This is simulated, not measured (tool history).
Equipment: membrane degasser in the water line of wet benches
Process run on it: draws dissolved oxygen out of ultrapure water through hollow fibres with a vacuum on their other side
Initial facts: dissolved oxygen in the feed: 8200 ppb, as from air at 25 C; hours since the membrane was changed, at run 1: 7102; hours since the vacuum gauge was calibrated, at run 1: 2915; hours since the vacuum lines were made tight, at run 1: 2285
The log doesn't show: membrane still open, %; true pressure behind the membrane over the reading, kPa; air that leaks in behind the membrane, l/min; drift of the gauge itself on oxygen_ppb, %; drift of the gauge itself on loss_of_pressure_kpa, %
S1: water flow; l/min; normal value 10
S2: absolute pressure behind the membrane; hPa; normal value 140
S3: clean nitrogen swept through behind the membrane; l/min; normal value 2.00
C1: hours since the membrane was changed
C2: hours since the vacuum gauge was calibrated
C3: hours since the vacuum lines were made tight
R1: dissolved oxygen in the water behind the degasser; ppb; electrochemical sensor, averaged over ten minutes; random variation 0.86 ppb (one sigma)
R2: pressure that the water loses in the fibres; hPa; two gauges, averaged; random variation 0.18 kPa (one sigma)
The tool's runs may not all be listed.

{"run": 1, "hour": 0.0, "S1": 10, "S2": 140, "S3": 2.0, "C1": 7102, "C2": 2915, "C3": 2285, "R1": 152.5, "R2": 436.0}
{"run": 2, "hour": 143.2, "S1": 10, "S2": 140, "S3": 2.0, "C1": 7245, "C2": 3059, "C3": 2428, "R1": 155.2, "R2": 435.4}
{"run": 3, "hour": 286.0, "S1": 10, "S2": 140, "S3": 2.0, "C1": 7388, "C2": 3201, "C3": 2571, "R1": 154.4, "R2": 434.1}
{"run": 4, "hour": 470.3, "S1": 10, "S2": 140, "S3": 2.0, "C1": 7573, "C2": 3386, "C3": 2755, "R1": 154.8, "R2": 435.6}
{"run": 5, "hour": 590.7, "S1": 10, "S2": 140, "S3": 2.0, "C1": 7693, "C2": 3506, "C3": 2875, "R1": 154.3, "R2": 434.9}
{"run": 6, "hour": 742.5, "S1": 10, "S2": 140, "S3": 2.0, "C1": 7845, "C2": 3658, "C3": 3027, "R1": 152.8, "R2": 436.5}
{"run": 7, "hour": 882.8, "S1": 10, "S2": 140, "S3": 2.0, "C1": 7985, "C2": 3798, "C3": 3168, "R1": 153.4, "R2": 438.8}
{"run": 8, "hour": 1016.5, "S1": 10, "S2": 140, "S3": 2.0, "C1": 8119, "C2": 3932, "C3": 3301, "R1": 154.6, "R2": 435.0}
{"run": 9, "hour": 1192.7, "S1": 10, "S2": 140, "S3": 2.0, "C1": 8295, "C2": 4108, "C3": 3478, "R1": 154.5, "R2": 434.8}
{"run": 10, "hour": 1378.3, "S1": 10, "S2": 140, "S3": 2.0, "C1": 8480, "C2": 4294, "C3": 3663, "R1": 154.4, "R2": 439.6}
{"run": 11, "hour": 1569.6, "S1": 10, "S2": 140, "S3": 2.0, "C1": 8672, "C2": 4485, "C3": 3854, "R1": 156.7, "R2": 437.2}
{"run": 12, "hour": 1647.4, "S1": 10, "S2": 321, "S3": 2.0, "C1": 8750, "C2": 4563, "C3": 3932, "R1": 368.3, "R2": 438.0}
{"run": 13, "hour": 1833.6, "S1": 10, "S2": 280, "S3": 2.0, "C1": 8936, "C2": 4749, "C3": 4118, "R1": 321.2, "R2": 436.8}
{"run": 14, "hour": 1987.2, "S1": 10, "S2": 280, "S3": 2.0, "C1": 9089, "C2": 4903, "C3": 4272, "R1": 318.9, "R2": 439.7}
{"run": 15, "hour": 2087.9, "S1": 10, "S2": 280, "S3": 2.0, "C1": 9190, "C2": 5003, "C3": 4373, "R1": 320.4, "R2": 438.1}
{"run": 16, "hour": 2178.8, "S1": 7, "S2": 175, "S3": 2.11, "C1": 9281, "C2": 5094, "C3": 4464, "R1": 123.7, "R2": 306.6}
{"run": 17, "hour": 2315.4, "S1": 7, "S2": 175, "S3": 2.11, "C1": 9418, "C2": 5231, "C3": 4600, "R1": 123.9, "R2": 305.6}
{"run": 18, "hour": 2470.8, "S1": 10, "S2": 252, "S3": 2.0, "C1": 9573, "C2": 5386, "C3": 4756, "R1": 284.1, "R2": 437.1}
{"run": 19, "hour": 2616.3, "S1": 6, "S2": 222, "S3": 1.69, "C1": 9718, "C2": 5532, "C3": 4901, "R1": 171.3, "R2": 264.9}
{"run": 20, "hour": 2782.6, "S1": 10, "S2": 186, "S3": 1.23, "C1": 9885, "C2": 5698, "C3": 5067, "R1": 318.9, "R2": 437.8}
{"run": 21, "hour": 2886.7, "S1": 13, "S2": 186, "S3": 2.87, "C1": 9989, "C2": 5802, "C3": 5171, "R1": 226.7, "R2": 569.2}
{"run": 22, "hour": 3040.5, "S1": 13, "S2": 186, "S3": 2.87, "C1": 10143, "C2": 5956, "C3": 5325, "R1": 227.0, "R2": 570.7}
{"run": 23, "hour": 3169.7, "S1": 14, "S2": 201, "S3": 5.77, "C1": 10272, "C2": 6085, "C3": 5455, "R1": 173.4, "R2": 618.4}
{"run": 24, "hour": 3323.8, "S1": 6, "S2": 211, "S3": 1.13, "C1": 10426, "C2": 6239, "C3": 5609, "R1": 237.4, "R2": 261.9}
{"run": 25, "hour": 3442.1, "S1": 7, "S2": 314, "S3": 2.0, "C1": 10544, "C2": 6357, "C3": 5727, "R1": 249.4, "R2": 305.8}
{"hour": 3572.1, "done": "vacuum gauge calibrated"}
{"run": 26, "hour": 3599.5, "S1": 9, "S2": 171, "S3": 5.41, "C1": 10701, "C2": 27, "C3": 5884, "R1": 74.0, "R2": 394.9}
{"run": 27, "hour": 3764.8, "S1": 10, "S2": 101, "S3": 2.81, "C1": 10866, "C2": 193, "C3": 6049, "R1": 84.3, "R2": 436.7}
{"run": 28, "hour": 3925.1, "S1": 10, "S2": 92, "S3": 2.81, "C1": 11027, "C2": 353, "C3": 6209, "R1": 77.0, "R2": 440.9}
{"run": 29, "hour": 4066.5, "S1": 15, "S2": 254, "S3": 1.42, "C1": 11168, "C2": 494, "C3": 6351, "R1": 607.2, "R2": 661.1}
{"run": 30, "hour": 4213.6, "S1": 15, "S2": 254, "S3": 1.42, "C1": 11315, "C2": 641, "C3": 6498, "R1": 604.9, "R2": 659.9}

Here are 5 independent what-if runs from the current tool condition. What would each one return?
{"run": "A", "hour": 4301.0, "S1": 11, "S2": 111, "S3": 1.4, "C1": 11403, "C2": 729, "C3": 6585, "R1": "?", "R2": "?"}
{"run": "B", "hour": 4301.0, "S1": 6, "S2": 106, "S3": 3.03, "C1": 11403, "C2": 729, "C3": 6585, "R1": "?", "R2": "?"}
{"run": "C", "hour": 4301.0, "S1": 6, "S2": 262, "S3": 0.89, "C1": 11403, "C2": 729, "C3": 6585, "R1": "?", "R2": "?"}
{"run": "D", "hour": 4301.0, "S1": 12, "S2": 268, "S3": 5.5, "C1": 11403, "C2": 729, "C3": 6585, "R1": "?", "R2": "?"}
{"run": "E", "hour": 4301.0, "S1": 13, "S2": 140, "S3": 2.0, "C1": 11403, "C2": 729, "C3": 6585, "R1": "?", "R2": "?"}

run=A R1=181.4 R2=486.1
run=B R1=40.8 R2=265.0
run=C R1=373.0 R2=262.9
run=D R1=171.5 R2=528.3
run=E R1=224.7 R2=573.6
Without the tool's hidden state the same runs would have given:
run=A R1=174.3 R2=471.4
run=B R1=39.2 R2=257.0
run=C R1=364.6 R2=254.9
run=D R1=163.3 R2=512.3
run=E R1=214.8 R2=556.3
